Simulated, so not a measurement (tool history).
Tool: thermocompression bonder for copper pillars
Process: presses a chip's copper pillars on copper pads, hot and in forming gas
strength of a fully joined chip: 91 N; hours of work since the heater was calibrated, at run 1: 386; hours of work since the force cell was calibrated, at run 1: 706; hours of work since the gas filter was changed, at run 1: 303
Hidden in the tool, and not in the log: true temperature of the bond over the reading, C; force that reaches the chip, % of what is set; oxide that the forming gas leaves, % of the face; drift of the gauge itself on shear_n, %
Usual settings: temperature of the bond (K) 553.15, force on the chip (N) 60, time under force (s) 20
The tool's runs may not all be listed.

| run | hour | temperature of the bond (K) | force on the chip (N) | time under force (s) | hours of work since the heater was calibrated | hours of work since the force cell was calibrated | hours of work since the gas filter was changed | force that shears a chip off (N) |
|---|---|---|---|---|---|---|---|---|
| 1 | 0.0 | 553.15 | 60 | 20 | 386 | 706 | 303 | 58.5 |
| 2 | 14.8 | 553.15 | 60 | 20 | 397 | 717 | 314 | 58.4 |
| 3 | 37.5 | 553.15 | 60 | 20 | 414 | 734 | 331 | 58.5 |
| 4 | 55.3 | 553.15 | 89 | 20 | 427 | 747 | 344 | 69.2 |
| 5 | 75.0 | 553.15 | 60 | 20 | 441 | 761 | 358 | 57.9 |
| 6 | 98.1 | 553.15 | 60 | 20 | 458 | 778 | 375 | 58.2 |
| 7 | 113.9 | 553.15 | 60 | 20 | 469 | 789 | 387 | 58.2 |
|  | 118.9 | force cell calibrated |
|  | 128.7 | forming gas filter changed |
| 8 | 142.4 | 553.15 | 60 | 14 | 489 | 17 | 10 | 58.3 |
|  | 146.0 | heater calibrated with a thermocouple chip |
| 9 | 157.0 | 553.15 | 60 | 41 | 8 | 26 | 19 | 75.9 |
| 10 | 173.0 | 553.15 | 75 | 17 | 20 | 38 | 31 | 68.6 |
| 11 | 187.0 | 536.15 | 67 | 33 | 30 | 48 | 41 | 67.4 |
| 12 | 198.7 | 536.15 | 67 | 33 | 38 | 56 | 50 | 67.0 |
| 13 | 209.9 | 526.15 | 67 | 22 | 47 | 65 | 58 | 54.7 |
| 14 | 221.6 | 553.15 | 78 | 11 | 55 | 73 | 66 | 62.9 |
| 15 | 242.6 | 564.15 | 61 | 22 | 70 | 88 | 82 | 71.8 |

Some steps in force that shears a chip off (N) between neighbouring runs. How much of each would the tool show without its hidden state too (settings, what came in, random variation), and how much is left for the hidden state, with any gauge scatter that isn't in both results?
Run 7 -> 8: time under force (s) 20 -> 14, force cell calibrated, forming gas filter changed. force that shears a chip off (N) +0.1: hidden state +6.0, all else -5.9.
Run 8 -> 9: time under force (s) 14 -> 41, heater calibrated with a thermocouple chip. force that shears a chip off (N) +17.6: hidden state +0.5, all else +17.1.

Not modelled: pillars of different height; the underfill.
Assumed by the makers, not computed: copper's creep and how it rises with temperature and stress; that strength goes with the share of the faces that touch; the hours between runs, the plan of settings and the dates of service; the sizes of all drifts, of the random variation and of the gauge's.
